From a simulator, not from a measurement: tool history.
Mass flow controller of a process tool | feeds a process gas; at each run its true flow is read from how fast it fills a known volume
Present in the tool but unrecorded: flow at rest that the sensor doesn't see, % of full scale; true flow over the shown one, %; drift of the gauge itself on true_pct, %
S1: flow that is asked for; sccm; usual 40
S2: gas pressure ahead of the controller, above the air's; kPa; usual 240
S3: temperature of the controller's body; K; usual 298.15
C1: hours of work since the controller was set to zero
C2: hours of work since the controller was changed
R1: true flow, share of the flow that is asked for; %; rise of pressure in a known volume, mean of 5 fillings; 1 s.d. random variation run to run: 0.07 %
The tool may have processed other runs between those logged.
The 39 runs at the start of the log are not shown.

Run 40, hour 2133.9: usual settings but S1 12 sccm; C1 1154; C2 1154. Result: R1 97.49 %.
Run 41, hour 2213.9: usual settings but S1 11 sccm, S2 268 kPa; C1 1187; C2 1187. Result: R1 97.70 %.
Run 42, hour 2269.5: usual settings but S1 11 sccm, S2 186 kPa; C1 1209; C2 1209. Result: R1 97.18 %.
Run 43, hour 2303.3: usual settings but S1 23 sccm, S2 207 kPa, S3 300.15 K; C1 1223; C2 1223. Result: R1 97.40 %.
Run 44, hour 2369.4: usual settings but S1 23 sccm, S2 236 kPa, S3 294.15 K; C1 1250; C2 1250. Result: R1 98.37 %.
Run 45, hour 2451.0: usual settings but S1 55 sccm, S2 262 kPa; C1 1283; C2 1283. Result: R1 99.12 %.
Run 46, hour 2496.0: usual settings but S1 33 sccm, S2 262 kPa, S3 313.15 K; C1 1301; C2 1301. Result: R1 96.86 %.
Run 47, hour 2530.4: usual settings but S1 75 sccm, S2 277 kPa; C1 1315; C2 1315. Result: R1 99.67 %.
Run 48, hour 2570.5: usual settings but S1 75 sccm, S2 277 kPa; C1 1332; C2 1332. Result: R1 99.92 %.
Run 49, hour 2612.2: usual settings but S1 75 sccm, S2 277 kPa; C1 1349; C2 1349. Result: R1 99.60 %.

3 ways to go on from here, each from the tool as it stands after run 49. What would each give?
Run A, hour 2646.9: usual settings but S1 97 sccm, S2 161 kPa, S3 303.15 K; C1 1363; C2 1363. Result: R1 ?.
Run B, hour 2646.9: usual settings but S1 25 sccm, S2 183 kPa, S3 311.15 K; C1 1363; C2 1363. Result: R1 ?.
Run C, hour 2646.9: usual settings; C1 1363; C2 1363. Result: R1 ?.

run     R1
  A  99.08
  B  96.13
  C  98.42
Without the tool's hidden state the same runs would have given:
run     R1
  A  99.09
  B  96.14
  C  98.42

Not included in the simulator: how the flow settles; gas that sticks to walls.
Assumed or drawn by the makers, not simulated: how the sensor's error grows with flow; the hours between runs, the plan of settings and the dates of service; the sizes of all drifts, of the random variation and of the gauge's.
